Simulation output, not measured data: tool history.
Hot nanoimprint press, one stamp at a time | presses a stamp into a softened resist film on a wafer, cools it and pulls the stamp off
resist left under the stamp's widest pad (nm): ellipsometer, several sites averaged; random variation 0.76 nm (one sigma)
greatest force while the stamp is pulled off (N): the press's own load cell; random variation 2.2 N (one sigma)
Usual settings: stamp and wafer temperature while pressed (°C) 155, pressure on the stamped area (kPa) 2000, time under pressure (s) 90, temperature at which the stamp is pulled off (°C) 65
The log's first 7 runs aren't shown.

| run | hour | stamp and wafer temperature while pressed (°C) | pressure on the stamped area (kPa) | time under pressure (s) | temperature at which the stamp is pulled off (°C) | resist left under the stamp's widest pad (nm) | greatest force while the stamp is pulled off (N) |
|---|---|---|---|---|---|---|---|
| 8 | 81.9 | 155 | 2000 | 90 | 72 | 96.7 | 86 |
| 9 | 96.1 | 155 | 2000 | 90 | 70 | 95.1 | 95 |
| 10 | 109.5 | 155 | 2000 | 90 | 70 | 94.5 | 91 |
| 11 | 122.6 | 155 | 2000 | 87 | 65 | 98.5 | 110 |
| 12 | 134.0 | 155 | 2000 | 47 | 65 | 118.5 | 110 |
| 13 | 146.7 | 155 | 2000 | 47 | 65 | 117.4 | 108 |
| 14 | 155.1 | 155 | 2000 | 47 | 65 | 120.2 | 111 |
| 15 | 166.2 | 155 | 2000 | 90 | 65 | 95.7 | 107 |
| 16 | 179.1 | 165 | 2000 | 90 | 65 | 62.8 | 114 |
| 17 | 186.2 | 150 | 2000 | 87 | 65 | 116.5 | 111 |
| 18 | 193.0 | 150 | 2000 | 87 | 65 | 116.7 | 111 |
| 19 | 205.8 | 148 | 2000 | 72 | 65 | 134.2 | 112 |
| 20 | 215.4 | 148 | 2000 | 72 | 65 | 132.9 | 114 |
| 21 | 229.7 | 151 | 1710 | 107 | 55 | 111.2 | 147 |
| 22 | 245.2 | 148 | 2180 | 131 | 68 | 107.0 | 104 |
| 23 | 252.5 | 157 | 2130 | 56 | 57 | 101.0 | 139 |
| 24 | 267.2 | 155 | 2170 | 90 | 65 | 91.2 | 109 |
| 25 | 278.2 | 162 | 2120 | 112 | 51 | 61.3 | 161 |
| 26 | 287.8 | 155 | 2000 | 114 | 65 | 85.9 | 115 |
| 27 | 301.1 | 157 | 1890 | 111 | 56 | 82.5 | 150 |
| 28 | 316.9 | 157 | 1890 | 111 | 56 | 81.4 | 150 |
| 29 | 329.9 | 155 | 2000 | 56 | 65 | 109.5 | 118 |
| 30 | 338.9 | 155 | 2000 | 84 | 55 | 96.2 | 145 |

Forecast each of these 3 alternatives for the next run:
| A | 350.7 | 150 | 1510 | 102 | 65 | ? | ? |
| B | 350.7 | 155 | 1280 | 90 | 65 | ? | ? |
| C | 350.7 | 149 | 1350 | 84 | 55 | ? | ? |

| run | resist left under the stamp's widest pad (nm) | greatest force while the stamp is pulled off (N) |
|---|---|---|
| A | 123.5 | 113 |
| B | 112.4 | 117 |
| C | 137.0 | 148 |
Without the tool's hidden state the same runs would have given:
| run | resist left under the stamp's widest pad (nm) | greatest force while the stamp is pulled off (N) |
|---|---|---|
| A | 126.6 | 94 |
| B | 115.4 | 97 |
| C | 140.0 | 122 |

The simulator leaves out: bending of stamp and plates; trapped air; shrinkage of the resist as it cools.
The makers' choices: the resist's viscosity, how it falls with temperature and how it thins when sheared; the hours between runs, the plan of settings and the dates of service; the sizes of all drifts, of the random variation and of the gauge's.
